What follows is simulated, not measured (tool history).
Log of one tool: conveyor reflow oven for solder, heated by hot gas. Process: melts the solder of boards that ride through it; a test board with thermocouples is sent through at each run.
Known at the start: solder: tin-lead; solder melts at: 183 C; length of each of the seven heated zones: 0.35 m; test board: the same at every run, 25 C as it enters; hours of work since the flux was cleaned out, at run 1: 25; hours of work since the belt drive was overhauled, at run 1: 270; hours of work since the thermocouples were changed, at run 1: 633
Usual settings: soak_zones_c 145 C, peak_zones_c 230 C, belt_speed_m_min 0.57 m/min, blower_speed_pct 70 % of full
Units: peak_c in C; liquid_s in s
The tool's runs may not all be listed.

run   hour  soak_zones_c  peak_zones_c  belt_speed_m_min  blower_speed_pct  hours of work since the flux was cleaned out  hours of work since the belt drive was overhauled  hours of work since the thermocouples were changed  peak_c  liquid_s
  1      0           145           230              0.57                70                                            25                                                270                                                 633   217.6      59.4
  2   36.7           145           230              0.57                70                                            54                                                299                                                 662     217      58.8
  3   65.1           145           230              0.57                70                                            76                                                321                                                 684   217.1      58.9
  4   90.3           145           230              0.57                70                                            96                                                341                                                 704   217.3      59.1
  5    125           145           230              0.57                70                                           123                                                368                                                 731   217.3      58.7
  6  152.1           145           230              0.57                70                                           144                                                389                                                 752     217      58.7
  7  179.5           145           230             0.521                70                                           165                                                411                                                 774   219.3      66.5
  8  210.6           145           230             0.521                70                                           190                                                435                                                 798   219.1      66.4
  9  246.5           145           230             0.521                70                                           218                                                463                                                 826   218.7      66.3
 10    280           145           230             0.521                70                                           244                                                489                                                 852   218.7      66.2
 11  299.5           145           230              0.57                60                                           259                                                505                                                 868   214.5      56.5
 12    326           145           230              0.57                70                                           280                                                525                                                 888   216.4        58
 13  360.4           145           230              0.57                70                                           307                                                552                                                 915     216      58.7
 14  399.3           145           230              0.57                70                                           338                                                583                                                 946   216.2      58.6
       405  -- thermocouples of zones 6 and 7 changed
 15  442.8           145           230              0.57                70                                           370                                                615                                                  30   217.4      59.2
     454.8  -- flux residue cleaned out of gas plates and filters
 16  481.7           145           219             0.608                70                                            21                                                642                                                  56   207.2        48
     489.5  -- belt drive overhauled, speed set with a stopwatch
 17  524.4           145           219             0.608                70                                            51                                                 27                                                  86   207.3      48.1
 18    547           150           230              0.57                70                                            69                                                 45                                                 104   219.1      63.1
 19  586.7           157           232             0.467                64                                           100                                                 76                                                 135   225.1      85.6
 20  615.1           148           227             0.558                60                                           122                                                 98                                                 157   214.9      60.8
 21  648.7           148           242             0.558                81                                           149                                                125                                                 184   231.4        71
     664.1  -- belt drive overhauled, speed set with a stopwatch, once more
 22  691.3           148           242             0.558                81                                           179                                                 21                                                 214   230.6      68.4
 23  728.2           148           242             0.558                81                                           208                                                 50                                                 243   230.5      68.6
 24  767.8           148           242             0.558                81                                           239                                                 81                                                 274   230.3      68.9
 25  786.5           141           221              0.52                87                                           253                                                 96                                                 289   212.5      60.1
 26  804.8           132           225              0.57                70                                           268                                                110                                                 303   210.7      48.2
 27    845           132           225              0.57                70                                           299                                                142                                                 334   210.2      48.4
 28    882           152           230              0.57                77                                           328                                                171                                                 363   218.9      62.1
 29  905.9           152           219              0.57                77                                           347                                                189                                                 382   209.1      55.4
     945.3  -- flux residue cleaned out of gas plates and filters
 30    951           152           219              0.57                77                                             4                                                221                                                 413   209.8      56.7

Forecast each of these 4 alternatives for the next run:
  A  984.1           144           219              0.57                77                                            30                                                247                                                 439       ?         ?
  B  984.1           158           230             0.576                70                                            30                                                247                                                 439       ?         ?
  C  984.1           145           230              0.57                81                                            30                                                247                                                 439       ?         ?
  D  984.1           150           219              0.57                77                                            30                                                247                                                 439       ?         ?

run  peak_c  liquid_s
  A   208.8        52
  B   219.1      64.7
  C   219.3      60.4
  D   209.8      55.8
Without the tool's hidden state the same runs would have given:
run  peak_c  liquid_s
  A     209      51.7
  B   219.3      64.3
  C   219.5      60.1
  D     210      55.5

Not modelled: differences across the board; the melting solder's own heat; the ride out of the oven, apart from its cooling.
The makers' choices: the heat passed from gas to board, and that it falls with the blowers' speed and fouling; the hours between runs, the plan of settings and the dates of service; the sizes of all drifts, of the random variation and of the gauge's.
